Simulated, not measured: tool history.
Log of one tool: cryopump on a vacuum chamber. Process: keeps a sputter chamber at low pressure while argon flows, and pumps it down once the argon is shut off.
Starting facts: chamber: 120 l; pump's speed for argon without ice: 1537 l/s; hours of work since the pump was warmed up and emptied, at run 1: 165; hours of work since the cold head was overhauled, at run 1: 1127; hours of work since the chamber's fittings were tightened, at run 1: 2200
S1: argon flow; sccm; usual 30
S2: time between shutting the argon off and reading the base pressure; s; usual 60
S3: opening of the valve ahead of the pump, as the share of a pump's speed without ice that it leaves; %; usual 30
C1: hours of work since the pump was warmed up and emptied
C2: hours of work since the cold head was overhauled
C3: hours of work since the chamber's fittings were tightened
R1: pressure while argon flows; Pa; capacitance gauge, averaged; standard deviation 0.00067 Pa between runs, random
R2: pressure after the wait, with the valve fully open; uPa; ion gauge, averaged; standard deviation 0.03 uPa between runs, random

| run | hour | S1 | S2 | S3 | C1 | C2 | C3 | R1 | R2 |
|---|---|---|---|---|---|---|---|---|---|
| 1 | 0.0 | 30 | 60 | 30 | 165 | 1127 | 2200 | 0.1120 | 1.75 |
| 2 | 45.0 | 30 | 60 | 43 | 200 | 1162 | 2235 | 0.0787 | 1.76 |
| 3 | 92.5 | 30 | 60 | 43 | 237 | 1199 | 2272 | 0.0791 | 1.75 |
| 4 | 161.1 | 53 | 60 | 30 | 290 | 1253 | 2325 | 0.1998 | 1.83 |
| 5 | 230.6 | 53 | 60 | 30 | 344 | 1307 | 2379 | 0.1997 | 1.84 |
| 6 | 288.4 | 53 | 60 | 30 | 389 | 1352 | 2424 | 0.2008 | 1.81 |
| 7 | 347.3 | 30 | 60 | 30 | 435 | 1398 | 2470 | 0.1150 | 1.87 |
| 8 | 415.8 | 30 | 60 | 30 | 489 | 1451 | 2523 | 0.1135 | 1.88 |
| 9 | 484.7 | 30 | 60 | 30 | 542 | 1505 | 2577 | 0.1147 | 1.82 |
| 10 | 517.1 | 30 | 91 | 30 | 567 | 1530 | 2602 | 0.1143 | 1.44 |
| 11 | 548.6 | 30 | 60 | 24 | 592 | 1554 | 2627 | 0.1415 | 1.91 |
| 12 | 609.5 | 30 | 60 | 53 | 639 | 1602 | 2674 | 0.0678 | 1.85 |
| 13 | 643.8 | 30 | 60 | 53 | 666 | 1629 | 2701 | 0.0686 | 1.89 |
| 14 | 712.2 | 30 | 60 | 53 | 719 | 1682 | 2754 | 0.0689 | 1.98 |
| 15 | 763.9 | 47 | 60 | 53 | 759 | 1722 | 2794 | 0.1077 | 1.94 |
| 16 | 807.5 | 47 | 60 | 53 | 793 | 1756 | 2828 | 0.1086 | 1.91 |
| 17 | 859.0 | 47 | 60 | 53 | 833 | 1796 | 2868 | 0.1074 | 1.92 |
| 18 | 910.9 | 32 | 60 | 37 | 874 | 1836 | 2909 | 0.1038 | 1.99 |
|  | 934.9 | pump warmed up, emptied and cooled again |
| 19 | 967.1 | 32 | 29 | 30 | 25 | 1876 | 2948 | 0.1176 | 3.23 |
| 20 | 1037.0 | 39 | 60 | 42 | 79 | 1931 | 3003 | 0.1036 | 1.87 |
| 21 | 1098.2 | 39 | 60 | 42 | 127 | 1978 | 3050 | 0.1039 | 1.89 |
| 22 | 1144.7 | 25 | 107 | 30 | 163 | 2015 | 3087 | 0.0942 | 1.38 |
| 23 | 1177.1 | 34 | 21 | 37 | 189 | 2040 | 3112 | 0.1036 | 4.19 |
| 24 | 1245.3 | 46 | 60 | 59 | 242 | 2093 | 3165 | 0.0896 | 1.90 |
| 25 | 1309.8 | 46 | 60 | 59 | 292 | 2143 | 3215 | 0.0896 | 1.94 |
| 26 | 1338.0 | 52 | 60 | 30 | 314 | 2165 | 3237 | 0.1963 | 1.95 |
| 27 | 1383.7 | 30 | 92 | 57 | 349 | 2201 | 3273 | 0.0607 | 1.45 |
| 28 | 1451.0 | 58 | 51 | 57 | 402 | 2253 | 3325 | 0.1185 | 2.17 |
| 29 | 1512.5 | 58 | 51 | 57 | 450 | 2301 | 3373 | 0.1192 | 2.24 |
| 30 | 1558.0 | 20 | 38 | 23 | 485 | 2336 | 3408 | 0.0982 | 2.80 |
| 31 | 1594.5 | 22 | 38 | 23 | 513 | 2365 | 3437 | 0.1091 | 2.78 |

Run by run, hidden condition taken away, random variation retained:
The hidden state here: pump's speed, % of a pump's without ice; cold plate's temperature, K; leak into the chamber, uPa l/s; drift of the gauge itself on working_pa, %; drift of the gauge itself on base_upa, %.
| run | R1 | R2 |
|---|---|---|
| 1 | 0.1102 | 1.43 |
| 2 | 0.0767 | 1.43 |
| 3 | 0.0769 | 1.42 |
| 4 | 0.1951 | 1.48 |
| 5 | 0.1943 | 1.48 |
| 6 | 0.1948 | 1.44 |
| 7 | 0.1112 | 1.48 |
| 8 | 0.1093 | 1.48 |
| 9 | 0.1100 | 1.42 |
| 10 | 0.1094 | 1.01 |
| 11 | 0.1364 | 1.48 |
| 12 | 0.0622 | 1.41 |
| 13 | 0.0628 | 1.45 |
| 14 | 0.0627 | 1.50 |
| 15 | 0.0974 | 1.46 |
| 16 | 0.0978 | 1.43 |
| 17 | 0.0959 | 1.43 |
| 18 | 0.0956 | 1.48 |
| 19 | 0.1164 | 2.82 |
| 20 | 0.1016 | 1.45 |
| 21 | 0.1015 | 1.46 |
| 22 | 0.0924 | 0.94 |
| 23 | 0.1010 | 3.74 |
| 24 | 0.0853 | 1.44 |
| 25 | 0.0848 | 1.47 |
| 26 | 0.1905 | 1.46 |
| 27 | 0.0572 | 0.98 |
| 28 | 0.1109 | 1.66 |
| 29 | 0.1108 | 1.70 |
| 30 | 0.0951 | 2.25 |
| 31 | 0.1055 | 2.23 |

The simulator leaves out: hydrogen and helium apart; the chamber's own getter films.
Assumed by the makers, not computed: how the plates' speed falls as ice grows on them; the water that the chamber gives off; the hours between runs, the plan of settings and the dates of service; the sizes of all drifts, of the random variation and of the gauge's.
